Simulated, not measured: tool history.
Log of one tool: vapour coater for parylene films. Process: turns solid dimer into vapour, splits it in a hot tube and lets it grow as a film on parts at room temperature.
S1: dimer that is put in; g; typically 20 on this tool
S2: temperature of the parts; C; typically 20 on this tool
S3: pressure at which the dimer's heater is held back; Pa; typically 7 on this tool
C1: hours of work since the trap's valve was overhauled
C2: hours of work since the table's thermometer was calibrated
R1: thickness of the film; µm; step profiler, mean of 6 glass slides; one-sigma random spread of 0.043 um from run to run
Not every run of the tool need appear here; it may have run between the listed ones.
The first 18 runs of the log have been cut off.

Run 19, hour 367.5: usual settings but S1 15 g; C1 349; C2 473. Result: R1 3.52 µm.
Run 20, hour 381.1: usual settings; C1 358; C2 481. Result: R1 4.74 µm.
Run 21, hour 393.7: usual settings but S3 2.41 Pa; C1 365; C2 488. Result: R1 5.09 µm.
Run 22, hour 422.1: usual settings but S3 2.41 Pa; C1 382; C2 505. Result: R1 5.02 µm.
At hour 433.8: trap's valve overhauled.
Run 23, hour 446.6: usual settings but S1 19 g, S2 25 C, S3 2.07 Pa; C1 8; C2 517. Result: R1 4.16 µm.
Run 24, hour 472.6: usual settings but S1 19 g, S2 25 C, S3 2.07 Pa; C1 23; C2 533. Result: R1 4.08 µm.
Run 25, hour 498.8: usual settings but S1 11 g; C1 39; C2 549. Result: R1 2.6 µm.
Run 26, hour 511.4: usual settings but S1 8 g; C1 46; C2 556. Result: R1 1.87 µm.
Run 27, hour 535.1: usual settings but S1 15 g, S2 22 C, S3 2.25 Pa; C1 61; C2 570. Result: R1 3.57 µm.
Run 28, hour 555.3: usual settings but S1 17 g, S2 30 C, S3 2.25 Pa; C1 73; C2 582. Result: R1 3.11 µm.
Run 29, hour 579.2: usual settings but S1 9 g, S2 17 C, S3 9.78 Pa; C1 87; C2 597. Result: R1 2.35 µm.
Run 30, hour 606.5: usual settings but S1 30 g; C1 103; C2 613. Result: R1 7.04 µm.
Run 31, hour 618.3: usual settings but S1 30 g; C1 110; C2 620. Result: R1 7.12 µm.
Run 32, hour 636.7: usual settings but S1 30 g; C1 121; C2 631. Result: R1 7.05 µm.
Run 33, hour 662.8: usual settings but S1 30 g, S2 22 C; C1 137; C2 647. Result: R1 6.69 µm.
Run 34, hour 682.5: usual settings but S1 28 g, S2 17 C, S3 2.33 Pa; C1 149; C2 659. Result: R1 7.83 µm.
Run 35, hour 702.2: usual settings but S1 19 g, S2 14 C, S3 8.02 Pa; C1 161; C2 670. Result: R1 5.4 µm.
Run 36, hour 718.8: usual settings but S1 19 g, S2 14 C, S3 8.02 Pa; C1 170; C2 680. Result: R1 5.39 µm.
Run 37, hour 745.7: usual settings but S1 17 g, S3 2.11 Pa; C1 187; C2 696. Result: R1 4.23 µm.
Run 38, hour 757.6: usual settings but S1 16 g, S2 14 C, S3 4.16 Pa; C1 194; C2 703. Result: R1 4.77 µm.
Run 39, hour 785.7: usual settings but S1 16 g, S2 14 C, S3 4.16 Pa; C1 210; C2 720. Result: R1 4.79 µm.

3 options for the next run, each taken on its own from the tool as it stands now. Forecast them:
Run A, hour 797.5: usual settings but S1 14 g, S2 18 C, S3 9.78 Pa; C1 218; C2 727. Result: R1 ?.
Run B, hour 797.5: usual settings but S1 15 g, S2 13 C, S3 4.16 Pa; C1 218; C2 727. Result: R1 ?.
Run C, hour 797.5: usual settings but S1 10 g, S2 22 C, S3 4.51 Pa; C1 218; C2 727. Result: R1 ?.

run    R1
  A  3.48
  B  4.63
  C  2.25
What these runs would have given with no unlogged condition in the tool:
run    R1
  A  3.48
  B  4.64
  C  2.26
